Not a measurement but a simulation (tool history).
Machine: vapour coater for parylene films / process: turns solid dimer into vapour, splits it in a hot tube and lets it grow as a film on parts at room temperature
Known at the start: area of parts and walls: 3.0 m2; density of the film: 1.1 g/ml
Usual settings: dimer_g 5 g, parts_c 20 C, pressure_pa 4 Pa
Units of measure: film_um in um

run	day	dimer_g	parts_c	pressure_pa	film_um
1	0	5	20	4	0.954
# day 0.521: trap's valve overhauled
2	1.896	5	20	4	0.951
3	3.604	5	20	4	0.957
4	5.067	8	20	4	1.53
5	7.329	8	20	4	1.538
6	8.646	8	20	4	1.531
7	10.95	8	20	4	1.535
8	12.183	8	20	4	1.537
# day 13.692: table's thermometer calibrated
9	14.571	8	20	4	1.538
10	16.608	5	20	3.54	0.98
11	17.825	5	20	3.54	0.996
12	19.183	3	20	3.54	0.603
13	20.946	3	20	3.54	0.592
14	22.054	3	20	3.54	0.598
15	23.912	3	20	3.54	0.592
16	25.625	3	20	3.54	0.59
17	28.029	5	20	4	0.966
18	30.212	5	20	4	0.97
19	32.712	5	20	3.46	0.998
20	35.067	5	20	6.36	0.872
21	36.638	8	20	4	1.549
22	38.188	8	20	4	1.557
23	40.592	8	17	2.62	1.917
24	42.642	8	12	5.41	1.989
# day 43.321: trap's valve overhauled
25	45.325	8	12	5.41	1.988
26	46.354	5	20	2.73	1.068
27	48.608	2	28	4	0.29
28	49.725	2	24	2.78	0.366
29	51.058	5	17	9.97	0.908
30	53.396	5	14	9.97	1.015
31	54.954	5	14	9.97	1.014
32	56.604	2	18	9.97	0.344
33	58.412	2	21	3.83	0.394

What would each run have given without the hidden state, its run-to-run variation left as it was?
Hidden state present: vapour lost through the trap's worn valve, %; true temperature of the parts over the reading, C; drift of the gauge itself on film_um, %.
run	film_um
1	0.957
2	0.952
3	0.956
4	1.528
5	1.535
6	1.528
7	1.53
8	1.531
9	1.528
10	0.973
11	0.989
12	0.598
13	0.587
14	0.593
15	0.587
16	0.584
17	0.955
18	0.958
19	0.985
20	0.859
21	1.526
22	1.533
23	1.885
24	1.955
25	1.948
26	1.047
27	0.283
28	0.358
29	0.888
30	0.991
31	0.99
32	0.336
33	0.385

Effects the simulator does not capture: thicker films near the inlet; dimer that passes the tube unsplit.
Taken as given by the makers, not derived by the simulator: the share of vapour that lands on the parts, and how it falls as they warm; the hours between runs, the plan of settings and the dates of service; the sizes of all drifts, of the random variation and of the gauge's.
